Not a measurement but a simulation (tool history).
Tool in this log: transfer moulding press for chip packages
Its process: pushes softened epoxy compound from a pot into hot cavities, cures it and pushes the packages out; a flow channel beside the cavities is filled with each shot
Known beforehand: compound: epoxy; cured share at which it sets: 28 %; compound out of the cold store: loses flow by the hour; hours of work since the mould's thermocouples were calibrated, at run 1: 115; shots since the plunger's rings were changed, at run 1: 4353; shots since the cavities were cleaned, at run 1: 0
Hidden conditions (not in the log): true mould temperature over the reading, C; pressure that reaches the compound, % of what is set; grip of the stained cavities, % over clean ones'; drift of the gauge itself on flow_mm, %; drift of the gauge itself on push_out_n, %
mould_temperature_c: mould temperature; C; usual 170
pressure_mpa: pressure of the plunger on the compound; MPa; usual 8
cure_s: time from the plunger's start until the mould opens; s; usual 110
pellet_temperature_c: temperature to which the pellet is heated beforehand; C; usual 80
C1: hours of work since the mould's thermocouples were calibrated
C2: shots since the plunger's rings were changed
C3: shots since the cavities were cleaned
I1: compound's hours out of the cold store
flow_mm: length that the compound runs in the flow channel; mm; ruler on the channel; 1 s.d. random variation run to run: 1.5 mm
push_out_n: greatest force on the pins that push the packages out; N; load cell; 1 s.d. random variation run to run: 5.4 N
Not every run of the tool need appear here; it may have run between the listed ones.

Run 1, hour 0: usual settings; C1 115; C2 4353; C3 0; I1 14.8. Result: flow_mm 530 mm, push_out_n 185 N.
Run 2, hour 21: usual settings but pressure_mpa 6.31 MPa; C1 130; C2 4616; C3 263; I1 25.2. Result: flow_mm 446 mm, push_out_n 304 N.
At hour 37.5: plunger's sealing rings changed.
Run 3, hour 49.2: usual settings but pressure_mpa 6.31 MPa; C1 148; C2 147; C3 585; I1 12.8. Result: flow_mm 486 mm, push_out_n 352 N.
Run 4, hour 69.1: usual settings but pressure_mpa 6.31 MPa; C1 162; C2 395; C3 833; I1 8.5. Result: flow_mm 497 mm, push_out_n 376 N.
At hour 92.9: cavities cleaned with cleaning compound and waxed.
Run 5, hour 101.3: usual settings but pressure_mpa 6.31 MPa, cure_s 119 s; C1 183; C2 780; C3 106; I1 25.7. Result: flow_mm 455 mm, push_out_n 241 N.
Run 6, hour 123.5: usual settings but pressure_mpa 9.82 MPa; C1 198; C2 1057; C3 383; I1 45.2. Result: flow_mm 522 mm, push_out_n 317 N.
Run 7, hour 155.9: usual settings; C1 221; C2 1462; C3 788; I1 21.6. Result: flow_mm 522 mm, push_out_n 361 N.
At hour 183.5: cavities cleaned with cleaning compound and waxed.
Run 8, hour 184.1: usual settings but mould_temperature_c 163 C; C1 239; C2 1796; C3 7; I1 39. Result: flow_mm 502 mm, push_out_n 255 N.
Run 9, hour 203.3: usual settings but mould_temperature_c 163 C; C1 253; C2 2035; C3 246; I1 30.5. Result: flow_mm 524 mm, push_out_n 400 N.
Run 10, hour 220.4: usual settings; C1 265; C2 2250; C3 461; I1 34.5. Result: flow_mm 490 mm, push_out_n 329 N.
Run 11, hour 237.7: usual settings; C1 277; C2 2466; C3 677; I1 37.9. Result: flow_mm 482 mm, push_out_n 364 N.
Run 12, hour 266.4: usual settings but mould_temperature_c 171 C; C1 297; C2 2825; C3 1036; I1 21.9. Result: flow_mm 516 mm, push_out_n 360 N.
At hour 276.1: cavities cleaned with cleaning compound and waxed.
Run 13, hour 285.6: usual settings but pellet_temperature_c 73 C; C1 309; C2 3047; C3 119; I1 37.6. Result: flow_mm 483 mm, push_out_n 247 N.
Run 14, hour 316.3: usual settings but cure_s 123 s; C1 330; C2 3430; C3 502; I1 41.3. Result: flow_mm 472 mm, push_out_n 314 N.
Run 15, hour 339.7: usual settings but mould_temperature_c 174 C, pressure_mpa 8.89 MPa; C1 346; C2 3723; C3 795; I1 19.1. Result: flow_mm 534 mm, push_out_n 328 N.
Run 16, hour 355.5: usual settings but pressure_mpa 6.29 MPa; C1 357; C2 3920; C3 992; I1 36.7. Result: flow_mm 425 mm, push_out_n 380 N.
At hour 367.6: cavities cleaned with cleaning compound and waxed.
Run 17, hour 373.2: usual settings but cure_s 113 s, pellet_temperature_c 72 C; C1 369; C2 4122; C3 69; I1 8.5. Result: flow_mm 544 mm, push_out_n 219 N.
At hour 405.2: mould's thermocouples calibrated.
Run 18, hour 405.2: usual settings but cure_s 143 s, pellet_temperature_c 83 C; C1 0; C2 4498; C3 445; I1 40.7. Result: flow_mm 469 mm, push_out_n 310 N.
At hour 432: plunger's sealing rings changed.
Run 19, hour 440.8: usual settings but cure_s 143 s, pellet_temperature_c 83 C; C1 23; C2 110; C3 859; I1 42.1. Result: flow_mm 480 mm, push_out_n 332 N.
At hour 461.9: cavities cleaned with cleaning compound and waxed.
Run 20, hour 464.3: usual settings but cure_s 143 s, pellet_temperature_c 83 C; C1 38; C2 385; C3 30; I1 36.8. Result: flow_mm 491 mm, push_out_n 185 N.
Run 21, hour 483.3: usual settings but cure_s 143 s, pellet_temperature_c 83 C; C1 51; C2 623; C3 268; I1 34.9. Result: flow_mm 496 mm, push_out_n 280 N.
Run 22, hour 511.2: usual settings but pressure_mpa 9.85 MPa; C1 71; C2 971; C3 616; I1 19.9. Result: flow_mm 585 mm, push_out_n 352 N.
Run 23, hour 536.3: usual settings but mould_temperature_c 175 C, pressure_mpa 7.17 MPa, cure_s 107 s, pellet_temperature_c 76 C; C1 88; C2 1285; C3 930; I1 35.3. Result: flow_mm 452 mm, push_out_n 335 N.
At hour 553.2: cavities cleaned with cleaning compound and waxed.
Run 24, hour 571.4: usual settings but cure_s 112 s; C1 112; C2 1706; C3 228; I1 21.7. Result: flow_mm 520 mm, push_out_n 297 N.
Run 25, hour 596.4: usual settings but cure_s 112 s; C1 129; C2 2018; C3 540; I1 35.8. Result: flow_mm 486 mm, push_out_n 336 N.
Run 26, hour 624.2: usual settings but pressure_mpa 6.35 MPa, pellet_temperature_c 72 C; C1 148; C2 2366; C3 888; I1 33.9. Result: flow_mm 437 mm, push_out_n 361 N.
At hour 644: cavities cleaned with cleaning compound and waxed.
Run 27, hour 651.8: usual settings but pressure_mpa 7.89 MPa, cure_s 114 s, pellet_temperature_c 71 C; C1 166; C2 2693; C3 99; I1 17.4. Result: flow_mm 523 mm, push_out_n 234 N.
Run 28, hour 678.8: usual settings but mould_temperature_c 172 C, pressure_mpa 7.32 MPa, cure_s 98 s, pellet_temperature_c 73 C; C1 185; C2 3031; C3 437; I1 15.2. Result: flow_mm 501 mm, push_out_n 337 N.

For some of the steps in flow_mm from one run to the next: how much would appear even if the tool had no hidden state, given the settings, what came in and random variation, and how much remains for the hidden state plus any gauge scatter that the measured result and the result without hidden state don't share?
Run 2 -> 3: plunger's sealing rings changed. flow_mm +40 mm: hidden state +13, all else +27.
Run 16 -> 17: pressure_mpa 6.29 -> 8, cure_s 110 -> 113, pellet_temperature_c 80 -> 72, cavities cleaned with cleaning compound and waxed. flow_mm +119 mm: hidden state -2, all else +121.
Run 18 -> 19: plunger's sealing rings changed. flow_mm +11 mm: hidden state +12, all else -1.
Run 22 -> 23: mould_temperature_c 170 -> 175, pressure_mpa 9.85 -> 7.17, cure_s 110 -> 107, pellet_temperature_c 80 -> 76. flow_mm -133 mm: hidden state +0, all else -133.

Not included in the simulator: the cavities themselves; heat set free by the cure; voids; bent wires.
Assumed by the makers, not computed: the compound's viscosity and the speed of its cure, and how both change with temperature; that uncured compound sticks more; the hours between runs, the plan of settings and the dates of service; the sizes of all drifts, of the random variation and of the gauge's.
